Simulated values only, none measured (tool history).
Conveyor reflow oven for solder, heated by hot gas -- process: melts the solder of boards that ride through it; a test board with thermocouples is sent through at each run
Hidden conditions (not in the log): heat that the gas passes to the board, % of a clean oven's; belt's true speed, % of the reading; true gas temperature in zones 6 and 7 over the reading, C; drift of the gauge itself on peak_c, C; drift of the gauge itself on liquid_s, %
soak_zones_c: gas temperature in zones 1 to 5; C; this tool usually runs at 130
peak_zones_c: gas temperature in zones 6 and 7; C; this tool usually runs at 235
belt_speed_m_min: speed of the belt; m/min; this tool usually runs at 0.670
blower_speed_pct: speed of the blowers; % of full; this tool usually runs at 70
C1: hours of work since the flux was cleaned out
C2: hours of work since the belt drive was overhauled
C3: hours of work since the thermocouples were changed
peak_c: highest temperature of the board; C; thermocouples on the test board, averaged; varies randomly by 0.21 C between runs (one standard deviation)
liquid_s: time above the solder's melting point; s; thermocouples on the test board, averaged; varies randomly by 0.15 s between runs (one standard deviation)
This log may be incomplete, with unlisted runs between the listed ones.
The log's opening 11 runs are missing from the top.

run 12 hour=281.9 | soak_zones_c=130 peak_zones_c=235 belt_speed_m_min=0.670 blower_speed_pct=70 | C1=31 C2=641 C3=555 | peak_c=219.2 liquid_s=53.1
run 13 hour=315.1 | soak_zones_c=130 peak_zones_c=235 belt_speed_m_min=0.670 blower_speed_pct=70 | C1=55 C2=664 C3=578 | peak_c=219.2 liquid_s=53.2
run 14 hour=339.8 | soak_zones_c=130 peak_zones_c=235 belt_speed_m_min=0.670 blower_speed_pct=70 | C1=72 C2=682 C3=596 | peak_c=219.3 liquid_s=52.8
run 15 hour=358.6 | soak_zones_c=130 peak_zones_c=235 belt_speed_m_min=0.670 blower_speed_pct=70 | C1=86 C2=695 C3=609 | peak_c=219.0 liquid_s=53.1
run 16 hour=385.5 | soak_zones_c=130 peak_zones_c=235 belt_speed_m_min=0.670 blower_speed_pct=70 | C1=105 C2=715 C3=629 | peak_c=219.0 liquid_s=52.9
run 17 hour=410.2 | soak_zones_c=130 peak_zones_c=235 belt_speed_m_min=0.670 blower_speed_pct=70 | C1=123 C2=732 C3=646 | peak_c=218.7 liquid_s=52.8
run 18 hour=434.9 | soak_zones_c=130 peak_zones_c=235 belt_speed_m_min=0.670 blower_speed_pct=70 | C1=140 C2=750 C3=664 | peak_c=218.4 liquid_s=52.6
-- hour=441.2 belt drive overhauled, speed set with a stopwatch
run 19 hour=460.9 | soak_zones_c=130 peak_zones_c=235 belt_speed_m_min=0.670 blower_speed_pct=70 | C1=156 C2=14 C3=680 | peak_c=218.7 liquid_s=53.0
run 20 hour=484.4 | soak_zones_c=130 peak_zones_c=235 belt_speed_m_min=0.581 blower_speed_pct=70 | C1=173 C2=31 C3=696 | peak_c=222.7 liquid_s=65.6
-- hour=512.5 belt drive overhauled, speed set with a stopwatch, once more
run 21 hour=522.1 | soak_zones_c=130 peak_zones_c=249 belt_speed_m_min=0.660 blower_speed_pct=70 | C1=197 C2=7 C3=720 | peak_c=230.5 liquid_s=59.9
run 22 hour=537.5 | soak_zones_c=130 peak_zones_c=249 belt_speed_m_min=0.649 blower_speed_pct=70 | C1=208 C2=18 C3=731 | peak_c=230.5 liquid_s=61.5
run 23 hour=561.3 | soak_zones_c=130 peak_zones_c=249 belt_speed_m_min=0.649 blower_speed_pct=70 | C1=225 C2=35 C3=748 | peak_c=230.7 liquid_s=61.2
run 24 hour=598.3 | soak_zones_c=130 peak_zones_c=249 belt_speed_m_min=0.649 blower_speed_pct=70 | C1=251 C2=61 C3=775 | peak_c=230.4 liquid_s=61.0
-- hour=625.0 flux residue cleaned out of gas plates and filters
run 25 hour=625.8 | soak_zones_c=136 peak_zones_c=249 belt_speed_m_min=0.725 blower_speed_pct=70 | C1=1 C2=77 C3=791 | peak_c=230.3 liquid_s=56.2
run 26 hour=656.5 | soak_zones_c=136 peak_zones_c=249 belt_speed_m_min=0.770 blower_speed_pct=70 | C1=23 C2=99 C3=813 | peak_c=228.0 liquid_s=51.4
run 27 hour=684.2 | soak_zones_c=130 peak_zones_c=235 belt_speed_m_min=0.634 blower_speed_pct=50 | C1=42 C2=119 C3=832 | peak_c=215.6 liquid_s=51.7
run 28 hour=705.2 | soak_zones_c=123 peak_zones_c=235 belt_speed_m_min=0.685 blower_speed_pct=76 | C1=57 C2=134 C3=847 | peak_c=219.3 liquid_s=49.5
run 29 hour=720.9 | soak_zones_c=123 peak_zones_c=235 belt_speed_m_min=0.685 blower_speed_pct=76 | C1=68 C2=145 C3=859 | peak_c=219.4 liquid_s=49.5
run 30 hour=748.9 | soak_zones_c=129 peak_zones_c=227 belt_speed_m_min=0.604 blower_speed_pct=76 | C1=88 C2=165 C3=879 | peak_c=216.8 liquid_s=57.4
run 31 hour=780.3 | soak_zones_c=142 peak_zones_c=241 belt_speed_m_min=0.703 blower_speed_pct=55 | C1=111 C2=187 C3=901 | peak_c=220.7 liquid_s=53.6

Consider 4 possible next runs. They are alternatives, not a sequence: every one starts from the tool as it was left by run 31. What does each give?
run A hour=803.9 | soak_zones_c=142 peak_zones_c=241 belt_speed_m_min=0.703 blower_speed_pct=70 | C1=128 C2=204 C3=918 | peak_c=? liquid_s=?
run B hour=803.9 | soak_zones_c=142 peak_zones_c=228 belt_speed_m_min=0.582 blower_speed_pct=59 | C1=128 C2=204 C3=918 | peak_c=? liquid_s=?
run C hour=803.9 | soak_zones_c=120 peak_zones_c=234 belt_speed_m_min=0.633 blower_speed_pct=70 | C1=128 C2=204 C3=918 | peak_c=? liquid_s=?
run D hour=803.9 | soak_zones_c=117 peak_zones_c=248 belt_speed_m_min=0.574 blower_speed_pct=70 | C1=128 C2=204 C3=918 | peak_c=? liquid_s=?

run=A peak_c=224.7 liquid_s=56.9
run=B peak_c=217.2 liquid_s=63.6
run=C peak_c=218.9 liquid_s=52.5
run=D peak_c=234.3 liquid_s=68.3
What these runs would have given with no unlogged condition in the tool:
run=A peak_c=223.3 liquid_s=56.1
run=B peak_c=215.3 liquid_s=62.2
run=C peak_c=217.5 liquid_s=51.6
run=D peak_c=232.8 liquid_s=67.4

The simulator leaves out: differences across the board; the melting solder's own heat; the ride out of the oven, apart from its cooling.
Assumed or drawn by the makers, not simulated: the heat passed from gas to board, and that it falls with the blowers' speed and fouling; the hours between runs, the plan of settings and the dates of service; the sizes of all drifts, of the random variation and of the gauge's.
